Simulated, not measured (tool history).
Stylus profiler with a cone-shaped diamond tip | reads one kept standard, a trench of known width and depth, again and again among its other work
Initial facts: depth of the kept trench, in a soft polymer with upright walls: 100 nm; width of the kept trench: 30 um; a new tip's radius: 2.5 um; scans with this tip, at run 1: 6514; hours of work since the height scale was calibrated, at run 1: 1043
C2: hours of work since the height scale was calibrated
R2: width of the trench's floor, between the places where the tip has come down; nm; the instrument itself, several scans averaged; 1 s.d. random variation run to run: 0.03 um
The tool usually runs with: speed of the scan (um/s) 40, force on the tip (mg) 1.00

{"run": 1, "hour": 0.0, "speed of the scan (um/s)": 40, "force on the tip (mg)": 1.0, "scans with this tip": 6514, "C2": 1043, "depth of the trench (nm)": 101.3, "R2": 28280}
{"run": 2, "hour": 23.0, "speed of the scan (um/s)": 40, "force on the tip (mg)": 1.0, "scans with this tip": 6615, "C2": 1060, "depth of the trench (nm)": 101.25, "R2": 28340}
{"run": 3, "hour": 61.8, "speed of the scan (um/s)": 40, "force on the tip (mg)": 1.0, "scans with this tip": 6787, "C2": 1087, "depth of the trench (nm)": 101.34, "R2": 28380}
{"run": 4, "hour": 100.0, "speed of the scan (um/s)": 40, "force on the tip (mg)": 1.0, "scans with this tip": 6955, "C2": 1114, "depth of the trench (nm)": 101.26, "R2": 28270}
{"run": 5, "hour": 124.0, "speed of the scan (um/s)": 40, "force on the tip (mg)": 1.0, "scans with this tip": 7062, "C2": 1131, "depth of the trench (nm)": 101.12, "R2": 28310}
{"run": 6, "hour": 164.4, "speed of the scan (um/s)": 149, "force on the tip (mg)": 1.0, "scans with this tip": 7240, "C2": 1160, "depth of the trench (nm)": 101.24, "R2": 27970}
{"run": 7, "hour": 198.2, "speed of the scan (um/s)": 149, "force on the tip (mg)": 1.0, "scans with this tip": 7389, "C2": 1184, "depth of the trench (nm)": 101.33, "R2": 27970}
{"run": 8, "hour": 247.1, "speed of the scan (um/s)": 40, "force on the tip (mg)": 1.98, "scans with this tip": 7605, "C2": 1218, "depth of the trench (nm)": 101.7, "R2": 28310}
{"run": 9, "hour": 274.3, "speed of the scan (um/s)": 40, "force on the tip (mg)": 0.34, "scans with this tip": 7726, "C2": 1238, "depth of the trench (nm)": 100.92, "R2": 28160}
{"run": 10, "hour": 296.3, "speed of the scan (um/s)": 40, "force on the tip (mg)": 0.34, "scans with this tip": 7822, "C2": 1253, "depth of the trench (nm)": 100.94, "R2": 28190}
{"run": 11, "hour": 325.3, "speed of the scan (um/s)": 40, "force on the tip (mg)": 0.34, "scans with this tip": 7951, "C2": 1274, "depth of the trench (nm)": 100.95, "R2": 28190}
{"run": 12, "hour": 355.1, "speed of the scan (um/s)": 40, "force on the tip (mg)": 0.34, "scans with this tip": 8083, "C2": 1295, "depth of the trench (nm)": 101.16, "R2": 28190}
{"run": 13, "hour": 382.1, "speed of the scan (um/s)": 40, "force on the tip (mg)": 1.0, "scans with this tip": 8202, "C2": 1314, "depth of the trench (nm)": 101.3, "R2": 28210}
{"run": 14, "hour": 417.3, "speed of the scan (um/s)": 40, "force on the tip (mg)": 1.0, "scans with this tip": 8357, "C2": 1339, "depth of the trench (nm)": 101.5, "R2": 28270}
{"run": 15, "hour": 457.3, "speed of the scan (um/s)": 33, "force on the tip (mg)": 1.0, "scans with this tip": 8534, "C2": 1367, "depth of the trench (nm)": 101.5, "R2": 28220}
{"hour": 462.6, "done": "height scale calibrated on a step standard"}
{"run": 16, "hour": 491.5, "speed of the scan (um/s)": 40, "force on the tip (mg)": 0.47, "scans with this tip": 8683, "C2": 21, "depth of the trench (nm)": 101.41, "R2": 28190}
{"run": 17, "hour": 539.9, "speed of the scan (um/s)": 40, "force on the tip (mg)": 1.0, "scans with this tip": 8897, "C2": 55, "depth of the trench (nm)": 101.79, "R2": 28240}
{"hour": 583.2, "done": "height scale calibrated on a step standard, once more"}
{"run": 18, "hour": 588.8, "speed of the scan (um/s)": 18, "force on the tip (mg)": 1.0, "scans with this tip": 9111, "C2": 4, "depth of the trench (nm)": 100.79, "R2": 28300}
{"run": 19, "hour": 611.8, "speed of the scan (um/s)": 45, "force on the tip (mg)": 1.47, "scans with this tip": 9212, "C2": 20, "depth of the trench (nm)": 100.95, "R2": 28310}
{"run": 20, "hour": 643.9, "speed of the scan (um/s)": 26, "force on the tip (mg)": 1.47, "scans with this tip": 9354, "C2": 43, "depth of the trench (nm)": 101.09, "R2": 28290}
{"run": 21, "hour": 674.0, "speed of the scan (um/s)": 28, "force on the tip (mg)": 2.75, "scans with this tip": 9487, "C2": 64, "depth of the trench (nm)": 101.47, "R2": 28270}
{"run": 22, "hour": 716.4, "speed of the scan (um/s)": 28, "force on the tip (mg)": 2.75, "scans with this tip": 9675, "C2": 94, "depth of the trench (nm)": 101.55, "R2": 28300}
{"run": 23, "hour": 767.0, "speed of the scan (um/s)": 70, "force on the tip (mg)": 1.53, "scans with this tip": 9898, "C2": 130, "depth of the trench (nm)": 101.03, "R2": 28180}
{"run": 24, "hour": 792.8, "speed of the scan (um/s)": 144, "force on the tip (mg)": 0.5, "scans with this tip": 10012, "C2": 148, "depth of the trench (nm)": 100.51, "R2": 27770}
{"run": 25, "hour": 844.3, "speed of the scan (um/s)": 156, "force on the tip (mg)": 0.5, "scans with this tip": 10239, "C2": 185, "depth of the trench (nm)": 100.58, "R2": 27710}
{"run": 26, "hour": 872.7, "speed of the scan (um/s)": 73, "force on the tip (mg)": 0.6, "scans with this tip": 10365, "C2": 205, "depth of the trench (nm)": 100.67, "R2": 28090}
{"run": 27, "hour": 898.2, "speed of the scan (um/s)": 73, "force on the tip (mg)": 0.6, "scans with this tip": 10478, "C2": 223, "depth of the trench (nm)": 100.72, "R2": 28050}
{"run": 28, "hour": 943.9, "speed of the scan (um/s)": 47, "force on the tip (mg)": 1.54, "scans with this tip": 10680, "C2": 255, "depth of the trench (nm)": 101.07, "R2": 28170}
{"run": 29, "hour": 988.9, "speed of the scan (um/s)": 63, "force on the tip (mg)": 0.5, "scans with this tip": 10879, "C2": 287, "depth of the trench (nm)": 100.66, "R2": 28070}
{"run": 30, "hour": 1022.5, "speed of the scan (um/s)": 26, "force on the tip (mg)": 0.78, "scans with this tip": 11027, "C2": 311, "depth of the trench (nm)": 100.72, "R2": 28270}
{"run": 31, "hour": 1044.5, "speed of the scan (um/s)": 40, "force on the tip (mg)": 0.99, "scans with this tip": 11124, "C2": 327, "depth of the trench (nm)": 100.87, "R2": 28220}
{"run": 32, "hour": 1082.3, "speed of the scan (um/s)": 40, "force on the tip (mg)": 0.99, "scans with this tip": 11291, "C2": 353, "depth of the trench (nm)": 100.97, "R2": 28200}
{"run": 33, "hour": 1104.2, "speed of the scan (um/s)": 17, "force on the tip (mg)": 1.62, "scans with this tip": 11388, "C2": 369, "depth of the trench (nm)": 101.16, "R2": 28280}
{"run": 34, "hour": 1155.0, "speed of the scan (um/s)": 14, "force on the tip (mg)": 1.79, "scans with this tip": 11612, "C2": 405, "depth of the trench (nm)": 101.25, "R2": 28280}
{"run": 35, "hour": 1180.5, "speed of the scan (um/s)": 64, "force on the tip (mg)": 1.11, "scans with this tip": 11725, "C2": 423, "depth of the trench (nm)": 100.99, "R2": 28080}

4 options for the next run, each taken on its own from the tool as it stands now. Forecast them:
{"run": "A", "hour": 1229.3, "speed of the scan (um/s)": 36, "force on the tip (mg)": 0.92, "scans with this tip": 11941, "C2": 457, "depth of the trench (nm)": "?", "R2": "?"}
{"run": "B", "hour": 1229.3, "speed of the scan (um/s)": 25, "force on the tip (mg)": 0.56, "scans with this tip": 11941, "C2": 457, "depth of the trench (nm)": "?", "R2": "?"}
{"run": "C", "hour": 1229.3, "speed of the scan (um/s)": 14, "force on the tip (mg)": 0.43, "scans with this tip": 11941, "C2": 457, "depth of the trench (nm)": "?", "R2": "?"}
{"run": "D", "hour": 1229.3, "speed of the scan (um/s)": 150, "force on the tip (mg)": 1.11, "scans with this tip": 11941, "C2": 457, "depth of the trench (nm)": "?", "R2": "?"}

run=A depth_of_the_trench_(nm)=100.97 R2=28150
run=B depth_of_the_trench_(nm)=100.66 R2=28200
run=C depth_of_the_trench_(nm)=100.70 R2=28240
run=D depth_of_the_trench_(nm)=101.17 R2=27880
The same runs, with their run-to-run variation unchanged, on a tool lacking any hidden condition would have given:
run=A depth_of_the_trench_(nm)=100.72 R2=28450
run=B depth_of_the_trench_(nm)=100.41 R2=28500
run=C depth_of_the_trench_(nm)=100.45 R2=28550
run=D depth_of_the_trench_(nm)=100.92 R2=28180
